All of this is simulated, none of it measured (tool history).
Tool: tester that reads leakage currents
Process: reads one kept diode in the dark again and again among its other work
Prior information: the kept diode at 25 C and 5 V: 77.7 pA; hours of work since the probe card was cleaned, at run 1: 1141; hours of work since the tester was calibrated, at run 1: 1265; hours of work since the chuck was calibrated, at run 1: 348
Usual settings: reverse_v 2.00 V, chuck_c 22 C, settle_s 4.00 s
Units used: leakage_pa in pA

run    hour  reverse_v  chuck_c  settle_s  hours of work since the probe card was cleaned  hours of work since the tester was calibrated  hours of work since the chuck was calibrated  leakage_pa
  1     0.0       2.00       22      4.00                                            1141                                           1265                                           348       50.77
  2   152.8       2.00       22      2.74                                            1228                                           1352                                           435       52.03
  3   334.7       2.00       22      2.74                                            1331                                           1455                                           538       52.63
  4   507.0       2.00       22      1.17                                            1429                                           1553                                           636       54.14
      614.6  -- chuck's temperature calibrated
  5   700.0       2.00       22      4.00                                            1537                                           1661                                            49       49.60
  6   852.7       2.00       44      4.00                                            1624                                           1748                                           135      222.84
  7   957.3      13.50       44      4.00                                            1684                                           1808                                           195      414.78
  8  1114.4      13.50       44      4.00                                            1773                                           1897                                           284      423.25
     1278.8  -- probe card cleaned and baked
  9  1301.8      13.50       44      4.00                                              13                                           2002                                           389      438.96
 10  1423.7      13.50       44      4.00                                              82                                           2071                                           458      447.94
 11  1558.3       2.00       22      4.00                                             159                                           2147                                           534       56.57
 12  1677.6       2.00       22      4.00                                             227                                           2215                                           602       57.33
     1854.4  -- chuck's temperature calibrated
 13  1862.7      16.31       22      4.00                                             331                                           2319                                             5      132.24
 14  1983.5      16.31       22      4.00                                             399                                           2388                                            73      133.41
 15  2143.7      16.31       22      4.00                                             490                                           2479                                           164      136.60
     2296.4  -- probe card cleaned and baked, once more
 16  2324.7       2.00       40      4.00                                              16                                           2580                                           265      172.45
 17  2491.3       2.00       40      4.00                                             111                                           2674                                           360      175.53
 18  2636.7       2.00       40      4.00                                             193                                           2757                                           443      176.52
 19  2800.8      19.71       22      4.00                                             286                                           2850                                           536      108.18
 20  2965.9      19.71       22      4.00                                             380                                           2944                                           630      111.48
 21  3069.8       6.92       22      2.30                                             439                                           3003                                           689       80.06
     3090.6  -- chuck's temperature calibrated
 22  3211.3       6.96       35      2.69                                             519                                           3082                                            69      176.72
 23  3384.5       6.96       35      2.69                                             617                                           3181                                           167      178.71
 24  3470.4       1.23       25      1.11                                             666                                           3230                                           216       52.02
 25  3660.3       1.23       53      0.93                                             774                                           3337                                           324      337.63
 26  3830.8      12.09       23      1.57                                             871                                           3434                                           420      101.17
 27  4004.4      12.09       23      1.57                                             969                                           3533                                           519      104.85
 28  4181.5       2.48       51      2.81                                            1070                                           3634                                           620      387.17
     4194.0  -- tester calibrated
 29  4293.0       2.48       51      2.81                                            1132                                             56                                           682      399.76
     4323.4  -- chuck's temperature calibrated
 30  4445.9       2.98       51      8.43                                            1218                                            142                                            70      390.84
 31  4629.2       3.46       21      0.67                                            1322                                            246                                           174       58.30
 32  4787.9       2.00       48      1.31                                            1412                                            336                                           264      295.83
 33  4914.9       9.67       31      3.15                                            1484                                            408                                           336      167.57
 34  5085.2       4.70       31      2.48                                            1581                                            505                                           433      133.15
 35  5292.2       1.61       22      4.00                                            1698                                            623                                           550       51.31
 36  5486.5       1.61       22      4.00                                            1809                                            733                                           661       52.12
     5559.1  -- chuck's temperature calibrated
     5596.5  -- probe card cleaned and baked
 37  5690.8       6.64       40      4.06                                              54                                            846                                            73      244.12

How would selected steps in leakage_pa from run to run divide? Give the signed amount a tool lacking its hidden state would still show from settings, what came in and random variation, and the signed amount left for the hidden state, including any gauge scatter that is not in both of the compared results.
Hidden state present: stray current of the dirty probe card, pA a volt; current scale over the true one, %; true chuck temperature over the reading, C; drift of the gauge itself on leakage_pa, %.
Run 10 -> 11: reverse_v 13.50 -> 2.00, chuck_c 44 -> 22. leakage_pa -391.37 pA: hidden state -48.34, all else -343.03.
Run 12 -> 13: reverse_v 2.00 -> 16.31, chuck's temperature calibrated. leakage_pa +74.91 pA: hidden state +31.78, all else +43.13.
Run 15 -> 16: reverse_v 16.31 -> 2.00, chuck_c 22 -> 40, probe card cleaned and baked, once more. leakage_pa +35.85 pA: hidden state -41.12, all else +76.97.
Run 24 -> 25: chuck_c 25 -> 53, settle_s 1.11 -> 0.93. leakage_pa +285.61 pA: hidden state +6.72, all else +278.89.
Run 30 -> 31: reverse_v 2.98 -> 3.46, chuck_c 51 -> 21, settle_s 8.43 -> 0.67. leakage_pa -332.54 pA: hidden state -3.38, all else -329.16.
